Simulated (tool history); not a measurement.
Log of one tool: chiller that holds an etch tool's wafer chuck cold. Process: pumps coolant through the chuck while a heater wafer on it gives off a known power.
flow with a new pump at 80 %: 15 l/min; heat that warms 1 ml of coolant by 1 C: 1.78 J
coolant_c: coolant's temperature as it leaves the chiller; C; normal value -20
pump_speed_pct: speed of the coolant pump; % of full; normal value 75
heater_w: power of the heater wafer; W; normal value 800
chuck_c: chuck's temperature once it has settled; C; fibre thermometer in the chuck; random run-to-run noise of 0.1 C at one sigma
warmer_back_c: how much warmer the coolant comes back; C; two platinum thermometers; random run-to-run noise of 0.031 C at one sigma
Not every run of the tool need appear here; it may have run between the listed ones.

Run 1, hour 0: usual settings. Result: chuck_c -12.7 C, warmer_back_c 1.89 C.
Run 2, hour 203.3: usual settings but pump_speed_pct 83 % of full. Result: chuck_c -13.3 C, warmer_back_c 1.66 C.
Run 3, hour 391.5: usual settings but heater_w 871 W. Result: chuck_c -12.1 C, warmer_back_c 2.11 C.
Run 4, hour 528.1: usual settings but pump_speed_pct 64 % of full. Result: chuck_c -12 C, warmer_back_c 2.26 C.
Run 5, hour 654.4: usual settings but pump_speed_pct 64 % of full. Result: chuck_c -11.9 C, warmer_back_c 2.27 C.
Run 6, hour 848.9: usual settings but pump_speed_pct 64 % of full. Result: chuck_c -11.8 C, warmer_back_c 2.26 C.
Run 7, hour 959.7: usual settings but pump_speed_pct 64 % of full. Result: chuck_c -11.9 C, warmer_back_c 2.23 C.
At hour 1024.6: coolant changed, channels flushed.
Run 8, hour 1080.6: usual settings but coolant_c -12 C. Result: chuck_c -4.9 C, warmer_back_c 1.88 C.
Run 9, hour 1235.4: usual settings but heater_w 884 W. Result: chuck_c -12 C, warmer_back_c 2.08 C.
Run 10, hour 1410.5: usual settings but heater_w 884 W. Result: chuck_c -11.9 C, warmer_back_c 2.11 C.
Run 11, hour 1585.1: usual settings but pump_speed_pct 66 % of full. Result: chuck_c -12 C, warmer_back_c 2.15 C.
At hour 1675.5: chiller's thermometer calibrated.
Run 12, hour 1777.5: usual settings but pump_speed_pct 66 % of full. Result: chuck_c -12.1 C, warmer_back_c 2.1 C.
Run 13, hour 1971.1: usual settings but pump_speed_pct 84 % of full. Result: chuck_c -13.3 C, warmer_back_c 1.63 C.
Run 14, hour 2182.3: usual settings but pump_speed_pct 84 % of full. Result: chuck_c -13.3 C, warmer_back_c 1.6 C.
Run 15, hour 2329.1: usual settings but pump_speed_pct 84 % of full. Result: chuck_c -13.5 C, warmer_back_c 1.6 C.
Run 16, hour 2472.7: usual settings. Result: chuck_c -12.8 C, warmer_back_c 1.79 C.
Run 17, hour 2588.7: usual settings but coolant_c -12 C, pump_speed_pct 66 % of full, heater_w 1072 W. Result: chuck_c -1.1 C, warmer_back_c 2.85 C.
Run 18, hour 2703.9: usual settings but coolant_c -14 C, pump_speed_pct 66 % of full, heater_w 592 W. Result: chuck_c -8.2 C, warmer_back_c 1.54 C.
Run 19, hour 2916.1: usual settings but coolant_c -11 C. Result: chuck_c -3.8 C, warmer_back_c 1.84 C.

Forecast run 20:
Run 20, hour 3014.2: usual settings but coolant_c -11 C, pump_speed_pct 85 % of full. Result: chuck_c ?, warmer_back_c ?.

{"run 20": {"chuck_c": -4.3, "warmer_back_c": 1.59}}
Were there no unlogged condition in the tool, this run, its random variation unchanged, would have produced chuck_c -4.3 C, warmer_back_c 1.7 C.

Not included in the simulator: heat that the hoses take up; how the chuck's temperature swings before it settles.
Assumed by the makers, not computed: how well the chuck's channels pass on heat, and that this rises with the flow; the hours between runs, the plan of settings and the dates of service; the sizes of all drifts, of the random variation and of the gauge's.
